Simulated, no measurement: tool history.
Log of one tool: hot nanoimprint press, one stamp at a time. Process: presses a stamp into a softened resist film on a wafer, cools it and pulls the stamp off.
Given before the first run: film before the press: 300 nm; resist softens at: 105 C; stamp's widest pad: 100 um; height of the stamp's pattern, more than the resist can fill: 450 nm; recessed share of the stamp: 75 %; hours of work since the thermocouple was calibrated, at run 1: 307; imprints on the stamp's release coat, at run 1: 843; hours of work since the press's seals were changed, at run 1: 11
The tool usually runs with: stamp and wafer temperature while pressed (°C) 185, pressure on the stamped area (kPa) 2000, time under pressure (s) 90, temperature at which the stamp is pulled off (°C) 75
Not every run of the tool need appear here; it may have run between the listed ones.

run,day,stamp and wafer temperature while pressed (°C),pressure on the stamped area (kPa),time under pressure (s),temperature at which the stamp is pulled off (°C),hours of work since the thermocouple was calibrated,imprints on the stamp's release coat,hours of work since the press's seals were changed,resist left under the stamp's widest pad (nm),greatest force while the stamp is pulled off (N)
1,0,185,2000,90,75,307,843,11,131.4,228
2,0.704,185,2000,90,75,320,891,23,131,228
3,1.212,185,2000,90,75,329,926,32,130.8,229
4,1.717,185,2000,90,69,338,961,41,131.1,254
5,2.512,185,2000,90,69,353,1015,56,131,250
6,3.412,185,2000,90,75,369,1077,72,131.1,238
7,4.254,185,2000,68,75,384,1135,87,145.2,236
8,4.85,191,1570,68,75,394,1175,98,130.2,239
9,5.642,175,2000,68,75,409,1230,112,203.2,254
# day 6.021: plate thermocouple calibrated
10,6.571,183,2000,54,73,10,1285,126,174.3,247
11,7.225,183,2890,63,73,22,1330,138,143.1,256
12,7.625,183,2540,141,76,29,1357,145,110.3,252
13,8.5,192,1230,141,76,45,1418,161,108.5,248

Below are 4 alternative next runs, each starting from the tool's condition after run 13. Predict each:
A,8.925,177,1450,66,76,52,1447,169,?,?
B,8.925,194,1230,126,76,52,1447,169,?,?
C,8.925,189,1230,140,76,52,1447,169,?,?
D,8.925,185,2000,90,79,52,1447,169,?,?

run,resist left under the stamp's widest pad (nm),greatest force while the stamp is pulled off (N)
A,217.9,251
B,105.7,253
C,121.7,250
D,135.2,246
What these runs would have given with no unlogged condition in the tool:
run,resist left under the stamp's widest pad (nm),greatest force while the stamp is pulled off (N)
A,218.1,197
B,105.8,199
C,121.8,196
D,135.2,193
